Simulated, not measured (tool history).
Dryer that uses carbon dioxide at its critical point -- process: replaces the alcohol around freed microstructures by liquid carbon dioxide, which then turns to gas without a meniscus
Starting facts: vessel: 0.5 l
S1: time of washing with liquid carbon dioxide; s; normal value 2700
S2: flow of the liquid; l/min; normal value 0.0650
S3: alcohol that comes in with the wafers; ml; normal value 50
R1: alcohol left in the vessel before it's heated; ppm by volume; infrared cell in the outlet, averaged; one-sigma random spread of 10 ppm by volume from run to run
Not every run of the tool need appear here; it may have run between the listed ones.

run,hour,S1,S2,S3,R1
1,0.0,2700,0.0650,50,611
2,22.9,2700,0.0650,50,645
3,63.5,2700,0.0650,50,667
4,92.8,2700,0.0650,50,675
5,117.2,2700,0.0650,40,581
6,164.1,2700,0.0650,50,743
7,188.2,2700,0.0650,50,731
8,221.1,2700,0.0992,50,130
9,251.7,2700,0.0992,50,120
10,303.2,2700,0.0992,50,158
11,355.4,2700,0.0992,50,176
12,381.0,2700,0.0650,64,1031
13,430.1,2700,0.1080,50,174
14,463.0,2700,0.0778,50,441
15,495.9,2700,0.0778,50,469
16,532.8,2700,0.0414,50,5389
17,566.6,2700,0.0414,50,5261
18,602.8,2700,0.0650,61,1239
# hour 650.6: inlet filter changed
19,656.5,2700,0.0650,61,945
20,682.5,2700,0.0650,61,955
21,734.5,2700,0.0650,50,859
# hour 770.2: purifier's bed changed
22,776.5,2700,0.0650,50,609
23,823.1,2700,0.0650,50,650
24,849.7,2700,0.0650,50,636
25,871.8,2700,0.0650,50,679
26,901.7,2700,0.0650,50,686
27,940.3,1740,0.0650,51,4117
28,982.0,3240,0.0523,80,1500
29,1008.6,3240,0.0485,27,800
30,1048.3,1980,0.0439,50,9612
31,1100.6,2700,0.0513,60,2693
32,1131.3,2700,0.0740,93,794
33,1184.1,1860,0.0475,38,7203
34,1232.3,1860,0.0475,38,6977
35,1275.2,1860,0.0443,27,6052
36,1298.5,1860,0.0564,84,10158
37,1342.1,1860,0.0564,84,10223
38,1369.3,1860,0.0564,84,9840
39,1394.3,1860,0.0564,84,10244
# hour 1399.7: inlet filter changed
40,1440.4,2700,0.0845,50,334
41,1487.4,2700,0.0642,23,556
42,1509.0,2700,0.0642,23,538
43,1533.9,3000,0.0404,59,4500
# hour 1550.8: purifier's bed changed
44,1570.2,3000,0.0650,70,507

What will run 45 give?
45,1604.1,3000,0.0650,70,?

Run 45 came out at R1 540 ppm by volume.
Had the tool carried no hidden state, the very same run would have given R1 458 ppm by volume.

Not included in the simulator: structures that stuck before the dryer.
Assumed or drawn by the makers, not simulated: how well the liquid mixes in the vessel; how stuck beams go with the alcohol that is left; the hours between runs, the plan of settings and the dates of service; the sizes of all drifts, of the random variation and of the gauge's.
